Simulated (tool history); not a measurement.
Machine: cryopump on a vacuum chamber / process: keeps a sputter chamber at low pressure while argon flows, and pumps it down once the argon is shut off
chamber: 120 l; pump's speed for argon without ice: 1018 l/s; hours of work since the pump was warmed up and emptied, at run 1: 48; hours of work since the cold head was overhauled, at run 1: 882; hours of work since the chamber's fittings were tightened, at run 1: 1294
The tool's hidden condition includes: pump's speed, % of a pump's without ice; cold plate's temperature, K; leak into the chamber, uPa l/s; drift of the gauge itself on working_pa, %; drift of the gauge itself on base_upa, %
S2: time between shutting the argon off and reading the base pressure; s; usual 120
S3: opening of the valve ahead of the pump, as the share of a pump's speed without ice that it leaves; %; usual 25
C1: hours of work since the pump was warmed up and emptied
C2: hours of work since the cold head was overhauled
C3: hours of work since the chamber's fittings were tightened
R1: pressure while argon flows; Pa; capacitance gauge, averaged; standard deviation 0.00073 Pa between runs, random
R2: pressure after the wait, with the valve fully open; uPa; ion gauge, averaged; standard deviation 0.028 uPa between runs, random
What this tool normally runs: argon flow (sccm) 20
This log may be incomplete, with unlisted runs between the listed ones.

Run 1, hour 0.0: usual settings; C1 48; C2 882; C3 1294. Result: R1 0.1340 Pa, R2 3.15 uPa.
Run 2, hour 51.3: usual settings but S3 39 %; C1 71; C2 905; C3 1317. Result: R1 0.0861 Pa, R2 2.98 uPa.
Run 3, hour 111.1: usual settings but S3 47 %; C1 98; C2 932; C3 1343. Result: R1 0.0730 Pa, R2 3.09 uPa.
Run 4, hour 173.9: usual settings but S3 47 %; C1 125; C2 959; C3 1371. Result: R1 0.0731 Pa, R2 3.18 uPa.
Run 5, hour 235.9: usual settings but S2 285 s; C1 153; C2 987; C3 1398. Result: R1 0.1335 Pa, R2 2.68 uPa.
Run 6, hour 265.8: usual settings but S2 285 s; C1 166; C2 1000; C3 1411. Result: R1 0.1367 Pa, R2 2.63 uPa.
Run 7, hour 320.9: usual settings but S2 231 s; C1 190; C2 1024; C3 1436. Result: R1 0.1360 Pa, R2 2.88 uPa.
Run 8, hour 369.0: usual settings; C1 212; C2 1046; C3 1457. Result: R1 0.1351 Pa, R2 3.52 uPa.
Run 9, hour 422.4: usual settings; C1 235; C2 1069; C3 1481. Result: R1 0.1359 Pa, R2 3.42 uPa.
Run 10, hour 454.9: usual settings but argon flow (sccm) 21; C1 250; C2 1084; C3 1495. Result: R1 0.1439 Pa, R2 3.42 uPa.
Run 11, hour 512.1: usual settings but S2 27 s; C1 275; C2 1109; C3 1521. Result: R1 0.1364 Pa, R2 6.80 uPa.
Run 12, hour 569.4: usual settings but S2 23 s, S3 34 %; C1 300; C2 1134; C3 1546. Result: R1 0.1014 Pa, R2 7.85 uPa.
Run 13, hour 603.4: usual settings but argon flow (sccm) 34, S2 276 s, S3 19 %; C1 316; C2 1150; C3 1561. Result: R1 0.3048 Pa, R2 3.08 uPa.
Run 14, hour 651.8: usual settings but S2 61 s, S3 32 %; C1 337; C2 1171; C3 1582. Result: R1 0.1092 Pa, R2 4.54 uPa.
Run 15, hour 697.9: usual settings but S2 228 s; C1 357; C2 1191; C3 1603. Result: R1 0.1383 Pa, R2 3.22 uPa.
Run 16, hour 749.1: usual settings but S2 228 s; C1 380; C2 1214; C3 1625. Result: R1 0.1381 Pa, R2 3.34 uPa.
Run 17, hour 780.1: usual settings but argon flow (sccm) 10, S2 76 s, S3 17 %; C1 394; C2 1228; C3 1639. Result: R1 0.1005 Pa, R2 4.44 uPa.
Run 18, hour 816.3: usual settings but argon flow (sccm) 23, S2 28 s, S3 17 %; C1 410; C2 1244; C3 1655. Result: R1 0.2321 Pa, R2 7.06 uPa.
Run 19, hour 869.2: usual settings but S2 36 s, S3 33 %; C1 433; C2 1267; C3 1679. Result: R1 0.1077 Pa, R2 6.23 uPa.
Run 20, hour 920.0: usual settings but S2 29 s, S3 59 %; C1 456; C2 1290; C3 1701. Result: R1 0.0628 Pa, R2 7.24 uPa.
Run 21, hour 946.2: usual settings but argon flow (sccm) 34, S2 29 s, S3 31 %; C1 467; C2 1301; C3 1713. Result: R1 0.1940 Pa, R2 7.20 uPa.

Subtracting, for every run, the result it would have given without the tool's unlogged condition from the measured result gives the following. The same run-to-run variation enters both numbers; the gauge's scatter may not:
run       R1     R2
  1  +0.0011  +1.80
  2  +0.0014  +1.73
  3  +0.0017  +1.81
  4  +0.0021  +1.89
  5  +0.0024  +1.93
  6  +0.0026  +1.98
  7  +0.0029  +2.06
  8  +0.0032  +2.16
  9  +0.0035  +2.10
 10  +0.0039  +2.15
 11  +0.0040  +2.17
 12  +0.0044  +2.28
 13  +0.0079  +2.34
 14  +0.0050  +2.31
 15  +0.0053  +2.40
 16  +0.0057  +2.49
 17  +0.0029  +2.54
 18  +0.0070  +2.52
 19  +0.0066  +2.60
 20  +0.0069  +2.72
 21  +0.0121  +2.72

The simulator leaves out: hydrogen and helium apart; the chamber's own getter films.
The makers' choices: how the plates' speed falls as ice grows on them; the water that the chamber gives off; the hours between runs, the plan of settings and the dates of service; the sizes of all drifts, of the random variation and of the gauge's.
